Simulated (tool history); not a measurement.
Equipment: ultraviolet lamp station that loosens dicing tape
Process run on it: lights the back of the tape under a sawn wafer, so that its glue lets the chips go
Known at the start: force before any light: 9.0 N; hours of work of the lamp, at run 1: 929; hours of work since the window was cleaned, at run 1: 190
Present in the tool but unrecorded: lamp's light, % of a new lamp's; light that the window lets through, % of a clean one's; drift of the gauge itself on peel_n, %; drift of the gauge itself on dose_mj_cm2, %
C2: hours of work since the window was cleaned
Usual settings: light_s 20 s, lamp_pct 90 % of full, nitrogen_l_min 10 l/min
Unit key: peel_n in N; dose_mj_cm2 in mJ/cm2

{"run": 1, "day": 0.0, "light_s": 20, "lamp_pct": 90, "nitrogen_l_min": 10, "hours of work of the lamp": 929, "C2": 190, "peel_n": 1.0, "dose_mj_cm2": 276}
{"run": 2, "day": 1.442, "light_s": 20, "lamp_pct": 90, "nitrogen_l_min": 16, "hours of work of the lamp": 954, "C2": 214, "peel_n": 0.702, "dose_mj_cm2": 272}
{"run": 3, "day": 3.517, "light_s": 20, "lamp_pct": 90, "nitrogen_l_min": 10, "hours of work of the lamp": 988, "C2": 249, "peel_n": 1.095, "dose_mj_cm2": 271}
{"run": 4, "day": 5.25, "light_s": 20, "lamp_pct": 90, "nitrogen_l_min": 10, "hours of work of the lamp": 1017, "C2": 278, "peel_n": 1.054, "dose_mj_cm2": 264}
{"run": 5, "day": 6.933, "light_s": 20, "lamp_pct": 80, "nitrogen_l_min": 10, "hours of work of the lamp": 1045, "C2": 306, "peel_n": 1.4, "dose_mj_cm2": 230}
{"run": 6, "day": 9.262, "light_s": 20, "lamp_pct": 88, "nitrogen_l_min": 10, "hours of work of the lamp": 1084, "C2": 345, "peel_n": 1.226, "dose_mj_cm2": 248}
{"run": 7, "day": 11.458, "light_s": 20, "lamp_pct": 88, "nitrogen_l_min": 10, "hours of work of the lamp": 1121, "C2": 381, "peel_n": 1.265, "dose_mj_cm2": 245}
{"run": 8, "day": 12.733, "light_s": 20, "lamp_pct": 88, "nitrogen_l_min": 4, "hours of work of the lamp": 1142, "C2": 403, "peel_n": 2.385, "dose_mj_cm2": 244}
{"run": 9, "day": 15.408, "light_s": 20, "lamp_pct": 88, "nitrogen_l_min": 4, "hours of work of the lamp": 1187, "C2": 447, "peel_n": 2.504, "dose_mj_cm2": 240}
{"run": 10, "day": 17.192, "light_s": 20, "lamp_pct": 90, "nitrogen_l_min": 12, "hours of work of the lamp": 1216, "C2": 477, "peel_n": 1.153, "dose_mj_cm2": 244}
{"run": 11, "day": 18.754, "light_s": 20, "lamp_pct": 90, "nitrogen_l_min": 7, "hours of work of the lamp": 1242, "C2": 503, "peel_n": 1.74, "dose_mj_cm2": 234}
{"run": 12, "day": 20.304, "light_s": 20, "lamp_pct": 90, "nitrogen_l_min": 7, "hours of work of the lamp": 1268, "C2": 529, "peel_n": 1.739, "dose_mj_cm2": 236}
{"run": 13, "day": 21.633, "light_s": 20, "lamp_pct": 90, "nitrogen_l_min": 4, "hours of work of the lamp": 1290, "C2": 551, "peel_n": 2.519, "dose_mj_cm2": 234}
{"run": 14, "day": 23.425, "light_s": 19, "lamp_pct": 63, "nitrogen_l_min": 17, "hours of work of the lamp": 1320, "C2": 581, "peel_n": 2.103, "dose_mj_cm2": 152}
{"day": 24.317, "done": "window cleaned of glue's vapour"}
{"run": 15, "day": 24.683, "light_s": 20, "lamp_pct": 63, "nitrogen_l_min": 15, "hours of work of the lamp": 1341, "C2": 6, "peel_n": 1.68, "dose_mj_cm2": 176}
{"run": 16, "day": 26.817, "light_s": 20, "lamp_pct": 63, "nitrogen_l_min": 15, "hours of work of the lamp": 1377, "C2": 42, "peel_n": 1.717, "dose_mj_cm2": 181}
{"run": 17, "day": 29.329, "light_s": 18, "lamp_pct": 90, "nitrogen_l_min": 10, "hours of work of the lamp": 1419, "C2": 84, "peel_n": 1.505, "dose_mj_cm2": 222}
{"run": 18, "day": 31.946, "light_s": 15, "lamp_pct": 60, "nitrogen_l_min": 16, "hours of work of the lamp": 1462, "C2": 127, "peel_n": 2.82, "dose_mj_cm2": 117}
{"run": 19, "day": 33.575, "light_s": 32, "lamp_pct": 75, "nitrogen_l_min": 10, "hours of work of the lamp": 1489, "C2": 154, "peel_n": 0.723, "dose_mj_cm2": 316}
{"run": 20, "day": 34.879, "light_s": 32, "lamp_pct": 75, "nitrogen_l_min": 10, "hours of work of the lamp": 1511, "C2": 176, "peel_n": 0.76, "dose_mj_cm2": 315}
{"run": 21, "day": 36.688, "light_s": 32, "lamp_pct": 75, "nitrogen_l_min": 10, "hours of work of the lamp": 1541, "C2": 206, "peel_n": 0.785, "dose_mj_cm2": 308}

5 ways to go on from here, each from the tool as it stands after run 21. What would each give?
{"run": "A", "day": 39.104, "light_s": 15, "lamp_pct": 68, "nitrogen_l_min": 3, "hours of work of the lamp": 1582, "C2": 247, "peel_n": "?", "dose_mj_cm2": "?"}
{"run": "B", "day": 39.104, "light_s": 40, "lamp_pct": 73, "nitrogen_l_min": 10, "hours of work of the lamp": 1582, "C2": 247, "peel_n": "?", "dose_mj_cm2": "?"}
{"run": "C", "day": 39.104, "light_s": 13, "lamp_pct": 90, "nitrogen_l_min": 10, "hours of work of the lamp": 1582, "C2": 247, "peel_n": "?", "dose_mj_cm2": "?"}
{"run": "D", "day": 39.104, "light_s": 12, "lamp_pct": 80, "nitrogen_l_min": 10, "hours of work of the lamp": 1582, "C2": 247, "peel_n": "?", "dose_mj_cm2": "?"}
{"run": "E", "day": 39.104, "light_s": 10, "lamp_pct": 75, "nitrogen_l_min": 10, "hours of work of the lamp": 1582, "C2": 247, "peel_n": "?", "dose_mj_cm2": "?"}

run=A peel_n=4.870 dose_mj_cm2=129
run=B peel_n=0.491 dose_mj_cm2=371
run=C peel_n=2.778 dose_mj_cm2=149
run=D peel_n=3.287 dose_mj_cm2=122
run=E peel_n=4.292 dose_mj_cm2=96
With the hidden condition removed and each run's random variation left untouched, the same runs would have given:
run=A peel_n=3.432 dose_mj_cm2=201
run=B peel_n=0.130 dose_mj_cm2=581
run=C peel_n=1.429 dose_mj_cm2=232
run=D peel_n=1.898 dose_mj_cm2=191
run=E peel_n=2.789 dose_mj_cm2=149

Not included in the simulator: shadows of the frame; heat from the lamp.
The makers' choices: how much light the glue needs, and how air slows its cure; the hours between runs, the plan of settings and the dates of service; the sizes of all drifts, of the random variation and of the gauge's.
